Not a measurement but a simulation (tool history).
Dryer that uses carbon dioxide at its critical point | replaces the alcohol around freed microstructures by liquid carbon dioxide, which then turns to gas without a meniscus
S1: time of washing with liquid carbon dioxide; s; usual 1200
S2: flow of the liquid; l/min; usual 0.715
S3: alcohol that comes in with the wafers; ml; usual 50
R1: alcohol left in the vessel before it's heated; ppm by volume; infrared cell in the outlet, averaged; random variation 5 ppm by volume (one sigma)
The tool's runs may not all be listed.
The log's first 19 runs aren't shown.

{"run": 20, "day": 14.833, "S1": 1200, "S2": 0.715, "S3": 50, "R1": 123}
{"run": 21, "day": 15.438, "S1": 1200, "S2": 0.715, "S3": 50, "R1": 120}
{"run": 22, "day": 16.612, "S1": 1200, "S2": 0.715, "S3": 50, "R1": 124}
{"run": 23, "day": 17.271, "S1": 1080, "S2": 0.69, "S3": 21, "R1": 121}
{"run": 24, "day": 18.388, "S1": 1620, "S2": 0.595, "S3": 62, "R1": 112}
{"run": 25, "day": 19.312, "S1": 1800, "S2": 0.72, "S3": 62, "R1": 85}
{"run": 26, "day": 19.821, "S1": 900, "S2": 0.659, "S3": 63, "R1": 440}
{"run": 27, "day": 20.888, "S1": 1200, "S2": 0.715, "S3": 119, "R1": 185}
{"run": 28, "day": 22.0, "S1": 1140, "S2": 0.773, "S3": 88, "R1": 151}
{"run": 29, "day": 23.104, "S1": 1140, "S2": 0.773, "S3": 88, "R1": 163}
{"run": 30, "day": 24.042, "S1": 1020, "S2": 0.562, "S3": 97, "R1": 778}
{"run": 31, "day": 24.608, "S1": 840, "S2": 1.167, "S3": 97, "R1": 134}
{"run": 32, "day": 25.271, "S1": 1680, "S2": 0.867, "S3": 74, "R1": 96}
{"run": 33, "day": 26.229, "S1": 780, "S2": 0.898, "S3": 75, "R1": 313}
{"run": 34, "day": 26.85, "S1": 1260, "S2": 0.898, "S3": 75, "R1": 106}
{"run": 35, "day": 27.608, "S1": 720, "S2": 1.062, "S3": 61, "R1": 215}
{"run": 36, "day": 28.604, "S1": 720, "S2": 1.062, "S3": 61, "R1": 208}
{"day": 29.396, "done": "inlet filter changed"}
{"run": 37, "day": 29.542, "S1": 720, "S2": 1.062, "S3": 61, "R1": 166}
{"run": 38, "day": 30.188, "S1": 1200, "S2": 0.813, "S3": 50, "R1": 98}
{"run": 39, "day": 30.779, "S1": 1200, "S2": 0.731, "S3": 105, "R1": 154}

The next listed run, before its measurement:
{"run": 40, "day": 31.933, "S1": 1200, "S2": 0.631, "S3": 113, "R1": "?"}

Run 40 gave R1 219 ppm by volume.
Without the tool's hidden state the same run would have given R1 112 ppm by volume.
